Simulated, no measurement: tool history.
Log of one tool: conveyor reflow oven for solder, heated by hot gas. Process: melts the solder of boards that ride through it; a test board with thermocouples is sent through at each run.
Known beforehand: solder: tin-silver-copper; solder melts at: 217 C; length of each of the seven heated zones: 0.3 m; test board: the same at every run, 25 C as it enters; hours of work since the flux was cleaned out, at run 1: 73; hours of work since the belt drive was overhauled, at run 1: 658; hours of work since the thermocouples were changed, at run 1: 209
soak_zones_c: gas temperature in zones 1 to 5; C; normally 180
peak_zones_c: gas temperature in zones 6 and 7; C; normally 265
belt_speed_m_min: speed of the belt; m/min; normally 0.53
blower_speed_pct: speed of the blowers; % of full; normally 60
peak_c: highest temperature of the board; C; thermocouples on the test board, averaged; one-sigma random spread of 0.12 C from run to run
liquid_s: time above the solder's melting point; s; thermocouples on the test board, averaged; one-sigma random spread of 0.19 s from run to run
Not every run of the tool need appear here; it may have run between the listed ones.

run     day  soak_zones_c  peak_zones_c  belt_speed_m_min  blower_speed_pct  hours of work since the flux was cleaned out  hours of work since the belt drive was overhauled  hours of work since the thermocouples were changed  peak_c  liquid_s
  1       0           180           265              0.53                60                                            73                                                658                                                 209   248.9      50.7
  2   2.054           180           265              0.53                60                                           104                                                689                                                 239   248.8      50.7
  3   4.696           180           253              0.53                60                                           143                                                729                                                 279   238.5      41.9
  4   6.708           180           265              0.44                60                                           174                                                759                                                 309   253.7      66.5
      7.321  -- flux residue cleaned out of gas plates and filters
  5   9.583           180           265              0.44                60                                            34                                                799                                                 349   254.4      67.5
  6  11.329           180           265              0.44                60                                            60                                                825                                                 375   254.3      67.5
  7  13.154           180           265              0.44                60                                            87                                                852                                                 403     254      67.5
  8  15.017           180           265              0.44                60                                           115                                                880                                                 431   254.2        67
  9  17.783           194           265              0.44                60                                           157                                                922                                                 472   256.1      74.8
     19.433  -- flux residue cleaned out of gas plates and filters
 10  19.571           194           265              0.44                60                                             2                                                945                                                 496   256.4      75.4
 11  21.642           194           265              0.44                60                                            33                                                976                                                 527   256.4      75.5
     22.533  -- belt drive overhauled, speed set with a stopwatch
 12   23.35           180           265              0.53                60                                            56                                                 12                                                 550   248.6      49.7
 13  25.833           186           265              0.53                60                                            93                                                 49                                                 587   249.6      52.7
 14  28.217           186           265              0.53                60                                           129                                                 85                                                 623   249.4      52.6
 15  30.421           186           265              0.53                60                                           162                                                118                                                 656   249.3      52.7
     31.842  -- flux residue cleaned out of gas plates and filters
 16  33.404           176           274              0.53                60                                            23                                                160                                                 697   256.2      53.2
 17  34.696           194           257              0.53                60                                            43                                                179                                                 717   245.1      53.8
 18  36.729           194           257              0.53                60                                            73                                                210                                                 747     245      53.6
 19  38.067           194           257              0.53                60                                            93                                                230                                                 767   244.6        53
 20  40.458           194           257              0.53                60                                           129                                                266                                                 803   244.7      53.4
 21  42.546           180           265             0.527                59                                           160                                                297                                                 834   248.5      50.3
     43.971  -- flux residue cleaned out of gas plates and filters
 22  43.971           180           254              0.53                88                                             0                                                315                                                 853   243.7      48.1
 23  45.762           180           265              0.53                65                                            27                                                342                                                 880   250.2      51.5
 24  48.121           180           264             0.453                65                                            62                                                377                                                 915   253.7      64.2
 25  49.646           168           265              0.53                60                                            85                                                400                                                 938   246.7      44.9
 26   52.45           189           267             0.439                60                                           127                                                442                                                 980   257.5      72.6
 27  54.212           180           273              0.62                60                                           154                                                469                                                1006   249.7        42
     56.133  -- flux residue cleaned out of gas plates and filters
 28  57.138           190           265              0.53                53                                            15                                                509                                                1047   250.4      55.7
 29  59.567           190           265              0.53                53                                            51                                                546                                                1083   250.5      55.2

Subtracting, for every run, the result it would have given without the tool's unlogged condition from the measured result gives the following. The same run-to-run variation enters both numbers; the gauge's scatter may not:
What the log doesn't record here: heat that the gas passes to the board, % of a clean oven's; belt's true speed, % of the reading; true gas temperature in zones 6 and 7 over the reading, C; drift of the gauge itself on peak_c, C; drift of the gauge itself on liquid_s, %.
run  peak_c  liquid_s
  1    +0.3      +0.9
  2    +0.1      +0.7
  3      +0      +0.4
  4    -0.1      +0.8
  5    +0.5      +1.5
  6    +0.4      +1.4
  7    +0.3      +1.4
  8    +0.3      +1.3
  9    +0.2      +1.5
 10    +0.8        +2
 11    +0.7        +2
 12      +0      -0.2
 13    -0.1      -0.3
 14    -0.2      -0.4
 15    -0.4      -0.5
 16    +0.4      +0.3
 17    +0.4      +0.3
 18    +0.4      +0.2
 19    +0.2      +0.2
 20    +0.2      +0.1
 21    -0.1      -0.1
 22    +0.8        +1
 23    +0.7      +0.8
 24    +0.7      +0.9
 25    +0.4      +0.6
 26    +0.5      +0.8
 27    -0.1      +0.1
 28    +1.2      +1.5
 29    +1.1      +1.4
